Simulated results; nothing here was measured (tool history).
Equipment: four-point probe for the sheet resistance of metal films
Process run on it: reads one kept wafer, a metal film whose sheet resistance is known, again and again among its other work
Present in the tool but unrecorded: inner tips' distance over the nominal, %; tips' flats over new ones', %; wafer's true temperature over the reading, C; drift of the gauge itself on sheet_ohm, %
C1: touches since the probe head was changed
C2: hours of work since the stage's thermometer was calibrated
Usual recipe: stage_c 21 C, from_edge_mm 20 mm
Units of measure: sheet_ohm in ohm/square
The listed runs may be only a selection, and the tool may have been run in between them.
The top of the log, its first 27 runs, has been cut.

{"run": 28, "hour": 1778.4, "stage_c": 21, "from_edge_mm": 65, "C1": 122034, "C2": 197, "sheet_ohm": 1.892737}
{"run": 29, "hour": 1836.4, "stage_c": 22, "from_edge_mm": 65, "C1": 125870, "C2": 240, "sheet_ohm": 1.893098}
{"run": 30, "hour": 1917.2, "stage_c": 26, "from_edge_mm": 7, "C1": 131207, "C2": 300, "sheet_ohm": 1.899971}
{"run": 31, "hour": 2002.4, "stage_c": 20, "from_edge_mm": 7, "C1": 136833, "C2": 363, "sheet_ohm": 1.902322}
{"run": 32, "hour": 2069.8, "stage_c": 21, "from_edge_mm": 4, "C1": 141287, "C2": 412, "sheet_ohm": 1.919778}
{"run": 33, "hour": 2152.3, "stage_c": 33, "from_edge_mm": 25, "C1": 146737, "C2": 473, "sheet_ohm": 1.891922}
{"run": 34, "hour": 2198.2, "stage_c": 32, "from_edge_mm": 20, "C1": 149766, "C2": 507, "sheet_ohm": 1.893391}
{"run": 35, "hour": 2284.0, "stage_c": 24, "from_edge_mm": 33, "C1": 155439, "C2": 571, "sheet_ohm": 1.894925}
{"run": 36, "hour": 2327.0, "stage_c": 28, "from_edge_mm": 45, "C1": 158274, "C2": 602, "sheet_ohm": 1.89319}
{"run": 37, "hour": 2415.1, "stage_c": 28, "from_edge_mm": 45, "C1": 164094, "C2": 667, "sheet_ohm": 1.89406}
{"run": 38, "hour": 2498.5, "stage_c": 18, "from_edge_mm": 36, "C1": 169609, "C2": 729, "sheet_ohm": 1.897621}
{"run": 39, "hour": 2552.5, "stage_c": 27, "from_edge_mm": 54, "C1": 173175, "C2": 769, "sheet_ohm": 1.895802}
{"run": 40, "hour": 2594.5, "stage_c": 31, "from_edge_mm": 48, "C1": 175951, "C2": 800, "sheet_ohm": 1.894292}
{"run": 41, "hour": 2637.9, "stage_c": 23, "from_edge_mm": 10, "C1": 178812, "C2": 832, "sheet_ohm": 1.899686}
{"run": 42, "hour": 2689.7, "stage_c": 23, "from_edge_mm": 10, "C1": 182236, "C2": 870, "sheet_ohm": 1.900445}
{"run": 43, "hour": 2736.7, "stage_c": 23, "from_edge_mm": 10, "C1": 185341, "C2": 905, "sheet_ohm": 1.901314}
{"run": 44, "hour": 2787.5, "stage_c": 34, "from_edge_mm": 62, "C1": 188696, "C2": 943, "sheet_ohm": 1.893911}

Below are 4 alternative next runs, each starting from the tool's condition after run 44. Predict each:
{"run": "A", "hour": 2836.8, "stage_c": 27, "from_edge_mm": 62, "C1": 191955, "C2": 979, "sheet_ohm": "?"}
{"run": "B", "hour": 2836.8, "stage_c": 23, "from_edge_mm": 6, "C1": 191955, "C2": 979, "sheet_ohm": "?"}
{"run": "C", "hour": 2836.8, "stage_c": 20, "from_edge_mm": 13, "C1": 191955, "C2": 979, "sheet_ohm": "?"}
{"run": "D", "hour": 2836.8, "stage_c": 31, "from_edge_mm": 20, "C1": 191955, "C2": 979, "sheet_ohm": "?"}

run=A sheet_ohm=1.895814
run=B sheet_ohm=1.908779
run=C sheet_ohm=1.900793
run=D sheet_ohm=1.89548
Without the tool's hidden state the same runs would have given:
run=A sheet_ohm=1.88437
run=B sheet_ohm=1.897254
run=C sheet_ohm=1.889307
run=D sheet_ohm=1.884045

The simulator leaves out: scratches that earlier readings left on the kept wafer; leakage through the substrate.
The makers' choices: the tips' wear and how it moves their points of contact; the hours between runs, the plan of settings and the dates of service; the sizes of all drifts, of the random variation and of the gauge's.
